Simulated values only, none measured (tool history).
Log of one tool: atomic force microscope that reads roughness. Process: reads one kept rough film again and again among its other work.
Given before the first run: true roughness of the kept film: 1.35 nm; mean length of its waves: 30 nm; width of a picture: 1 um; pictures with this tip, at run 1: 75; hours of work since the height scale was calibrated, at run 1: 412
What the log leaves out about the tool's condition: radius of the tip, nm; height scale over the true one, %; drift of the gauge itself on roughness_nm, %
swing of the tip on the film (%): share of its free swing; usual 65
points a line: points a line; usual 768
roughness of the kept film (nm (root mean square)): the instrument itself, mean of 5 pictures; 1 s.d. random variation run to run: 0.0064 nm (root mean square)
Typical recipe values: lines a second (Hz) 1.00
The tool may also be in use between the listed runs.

run	day	lines a second (Hz)	swing of the tip on the film (%)	points a line	pictures with this tip	hours of work since the height scale was calibrated	roughness of the kept film (nm (root mean square))
1	0.000	1.00	65	768	75	412	1.185
2	1.250	1.00	65	768	123	427	1.147
3	2.804	1.00	65	768	183	445	1.117
# day 3.388: new tip fitted
4	4.242	1.00	65	768	33	462	1.215
5	5.221	1.00	65	768	71	473	1.193
6	5.988	1.00	65	768	101	482	1.167
7	7.067	1.00	65	768	142	495	1.146
8	7.804	1.00	65	768	171	503	1.126
# day 8.633: new tip fitted
9	8.958	1.00	80	768	13	516	1.169
10	9.875	1.00	80	768	48	527	1.159
11	11.338	1.00	65	768	105	544	1.169
12	12.871	1.00	65	768	164	562	1.127
# day 13.879: new tip fitted
13	14.550	1.00	79	768	26	581	1.175
14	15.658	1.00	79	768	69	594	1.148
15	16.504	1.00	79	768	102	604	1.118
16	17.638	1.00	65	912	146	617	1.142
17	18.775	1.00	65	912	190	631	1.124
# day 19.212: new tip fitted
18	19.758	2.09	65	912	21	642	1.181
19	21.025	1.83	65	768	70	657	1.165
20	21.792	1.83	65	804	100	666	1.138
21	23.421	1.00	65	768	163	685	1.129
# day 24.467: new tip fitted
22	24.817	1.00	65	768	14	701	1.221
23	26.133	1.00	65	500	65	716	1.181
24	27.075	1.00	63	768	101	727	1.176
25	28.554	1.00	63	768	159	744	1.140
26	29.608	1.00	65	385	199	757	1.099
# day 29.696: new tip fitted
27	30.729	1.00	65	385	40	769	1.197
28	31.867	1.00	74	346	84	783	1.147
29	33.071	1.00	65	509	131	797	1.151
30	33.912	1.16	57	720	163	807	1.133
# day 34.962: new tip fitted
31	35.342	1.31	57	483	15	823	1.219
32	36.233	1.31	57	483	49	833	1.211
33	36.992	1.31	57	483	78	842	1.194
# day 37.171: height scale calibrated on a step standard
34	38.408	1.49	62	308	132	14	1.121
35	39.100	1.49	62	308	158	22	1.103
36	40.125	1.49	62	308	198	34	1.085
# day 40.250: new tip fitted
# day 41.292: height scale calibrated on a step standard, once more
37	41.558	0.70	57	308	49	3	1.230
38	42.929	1.00	65	499	102	19	1.170
39	44.212	0.56	65	750	152	34	1.172
# day 45.633: new tip fitted
40	45.633	0.56	65	750	0	50	1.268
41	46.762	1.70	65	396	44	64	1.175
42	48.021	1.70	65	634	92	78	1.155
43	49.562	2.51	65	768	152	96	1.077
44	50.300	3.28	69	768	181	105	1.017
# day 50.883: new tip fitted
45	51.512	2.03	65	768	25	119	1.174
46	52.721	0.74	64	768	71	133	1.203
47	54.192	0.74	64	768	128	150	1.187
48	54.950	0.74	64	768	158	159	1.160
49	55.992	2.17	64	916	198	171	1.081
# day 56.233: new tip fitted
50	57.375	2.17	64	916	44	187	1.171
51	58.546	0.74	72	386	89	201	1.165
52	59.412	2.97	81	336	123	211	0.952
53	60.104	1.02	73	624	149	219	1.118

3 options for the next run, each taken on its own from the tool as it stands now. Forecast them:
# day 61.500: new tip fitted
A	61.558	1.00	65	449	2	235	?
# day 61.500: new tip fitted
B	61.558	3.33	86	791	2	235	?
# day 61.500: new tip fitted
C	61.558	0.52	73	624	2	235	?

run	roughness of the kept film (nm (root mean square))
A	1.241
B	0.941
C	1.243
Stripped of hidden state, with their random variation kept, the same runs would have yielded:
run	roughness of the kept film (nm (root mean square))
A	1.250
B	0.948
C	1.251
